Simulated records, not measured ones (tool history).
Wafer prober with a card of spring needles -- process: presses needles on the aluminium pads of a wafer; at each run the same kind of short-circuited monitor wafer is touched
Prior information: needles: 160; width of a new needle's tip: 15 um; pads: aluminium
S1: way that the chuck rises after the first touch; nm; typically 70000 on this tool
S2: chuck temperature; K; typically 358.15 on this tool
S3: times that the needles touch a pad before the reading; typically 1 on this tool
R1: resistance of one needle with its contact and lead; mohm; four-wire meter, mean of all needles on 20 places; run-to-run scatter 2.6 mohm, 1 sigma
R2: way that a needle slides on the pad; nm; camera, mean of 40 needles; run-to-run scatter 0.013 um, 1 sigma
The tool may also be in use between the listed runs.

{"run": 1, "day": 0.0, "S1": 70000, "S2": 358.15, "S3": 1, "R1": 456, "R2": 16250}
{"day": 0.221, "done": "tips cleaned on abrasive film"}
{"day": 1.246, "done": "tips cleaned on abrasive film"}
{"day": 2.367, "done": "tips cleaned on abrasive film"}
{"run": 2, "day": 2.583, "S1": 70000, "S2": 358.15, "S3": 1, "R1": 380, "R2": 16190}
{"day": 3.5, "done": "tips cleaned on abrasive film"}
{"day": 4.612, "done": "tips cleaned on abrasive film"}
{"run": 3, "day": 4.908, "S1": 70000, "S2": 302.15, "S3": 1, "R1": 384, "R2": 16160}
{"day": 5.754, "done": "tips cleaned on abrasive film"}
{"day": 6.9, "done": "tips cleaned on abrasive film"}
{"day": 8.012, "done": "tips cleaned on abrasive film"}
{"run": 4, "day": 8.025, "S1": 70000, "S2": 358.15, "S3": 1, "R1": 322, "R2": 16110}
{"day": 9.038, "done": "tips cleaned on abrasive film"}
{"run": 5, "day": 9.558, "S1": 70000, "S2": 358.15, "S3": 1, "R1": 429, "R2": 16090}
{"day": 10.029, "done": "tips cleaned on abrasive film"}
{"day": 11.062, "done": "tips cleaned on abrasive film"}
{"day": 12.117, "done": "tips cleaned on abrasive film"}
{"day": 13.121, "done": "tips cleaned on abrasive film"}
{"run": 6, "day": 13.242, "S1": 87000, "S2": 358.15, "S3": 1, "R1": 337, "R2": 19950}
{"day": 13.725, "done": "height of the first contact set anew"}
{"day": 14.146, "done": "tips cleaned on abrasive film"}
{"day": 15.208, "done": "tips cleaned on abrasive film"}
{"run": 7, "day": 15.754, "S1": 70000, "S2": 315.15, "S3": 1, "R1": 439, "R2": 16250}
{"day": 16.229, "done": "tips cleaned on abrasive film"}
{"day": 17.329, "done": "tips cleaned on abrasive film"}
{"run": 8, "day": 17.975, "S1": 61000, "S2": 299.15, "S3": 1, "R1": 492, "R2": 14130}
{"day": 18.45, "done": "tips cleaned on abrasive film"}
{"day": 19.608, "done": "tips cleaned on abrasive film"}
{"day": 20.708, "done": "tips cleaned on abrasive film"}
{"run": 9, "day": 20.788, "S1": 61000, "S2": 312.15, "S3": 1, "R1": 346, "R2": 14070}
{"day": 21.871, "done": "tips cleaned on abrasive film"}
{"day": 22.925, "done": "tips cleaned on abrasive film"}
{"day": 23.942, "done": "tips cleaned on abrasive film"}
{"run": 10, "day": 24.304, "S1": 62000, "S2": 312.15, "S3": 2, "R1": 384, "R2": 14240}
{"day": 24.929, "done": "tips cleaned on abrasive film"}
{"day": 25.95, "done": "tips cleaned on abrasive film"}
{"day": 27.108, "done": "tips cleaned on abrasive film"}
{"run": 11, "day": 27.704, "S1": 62000, "S2": 312.15, "S3": 2, "R1": 409, "R2": 14170}

Pick out some run-to-run changes in R1. Of each, how much would a tool without hidden state show as well, from the settings, what came in and chance, and how much is left for the hidden state and any gauge scatter not in both results compared?
The tool's hidden condition here consists of: debris on the tips, nm; way that the needles fall short of the set height, um; tips' diameter, um; drift of the gauge itself on contact_mohm, %; drift of the gauge itself on scrub_um, %.
Run 8 -> 9: S2 299.15 -> 312.15, tips cleaned on abrasive film, tips cleaned on abrasive film, tips cleaned on abrasive film. R1 -146 mohm: hidden state -149, all else +3.
